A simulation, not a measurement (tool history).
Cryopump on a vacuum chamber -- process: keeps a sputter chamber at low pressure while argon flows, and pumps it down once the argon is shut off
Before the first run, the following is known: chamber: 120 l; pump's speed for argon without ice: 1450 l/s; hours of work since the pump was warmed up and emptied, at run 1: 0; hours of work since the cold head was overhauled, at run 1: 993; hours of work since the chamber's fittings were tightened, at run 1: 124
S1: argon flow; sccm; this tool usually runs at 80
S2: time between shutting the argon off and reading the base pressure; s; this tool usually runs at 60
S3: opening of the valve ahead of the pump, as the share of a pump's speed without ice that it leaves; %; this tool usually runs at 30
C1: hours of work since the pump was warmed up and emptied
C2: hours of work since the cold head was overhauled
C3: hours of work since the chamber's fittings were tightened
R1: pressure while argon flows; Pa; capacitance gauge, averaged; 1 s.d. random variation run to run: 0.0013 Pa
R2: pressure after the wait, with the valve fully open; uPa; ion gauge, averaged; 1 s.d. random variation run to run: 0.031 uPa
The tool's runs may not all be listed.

run,hour,S1,S2,S3,C1,C2,C3,R1,R2
1,0,80,60,30,0,993,124,0.3096,1.69
2,59.6,80,60,59,30,1023,154,0.1617,1.78
3,105.9,80,60,59,53,1047,178,0.1611,1.78
4,166.6,80,60,59,84,1078,208,0.163,1.81
5,233.2,52,60,30,118,1111,242,0.2063,1.77
6,292.5,52,60,30,148,1141,272,0.2047,1.86
7,354,52,60,30,179,1172,303,0.2056,1.83
8,383.7,89,115,29,194,1187,318,0.3634,1.25
9,413.6,80,60,54,209,1202,333,0.1794,1.88
10,463,66,45,59,234,1227,358,0.1366,2.48

What if the next run were any one of these 3? Each begins from the tool's condition after run 10:
A,508.2,80,228,37,257,1250,381,?,?
B,508.2,80,60,30,257,1250,381,?,?
C,508.2,58,22,34,257,1250,381,?,?

run,R1,R2
A,0.261,0.91
B,0.3169,1.86
C,0.2059,4.31
Stripped of hidden state, with their random variation kept, the same runs would have yielded:
run,R1,R2
A,0.2523,0.56
B,0.3083,1.53
C,0.1996,3.96
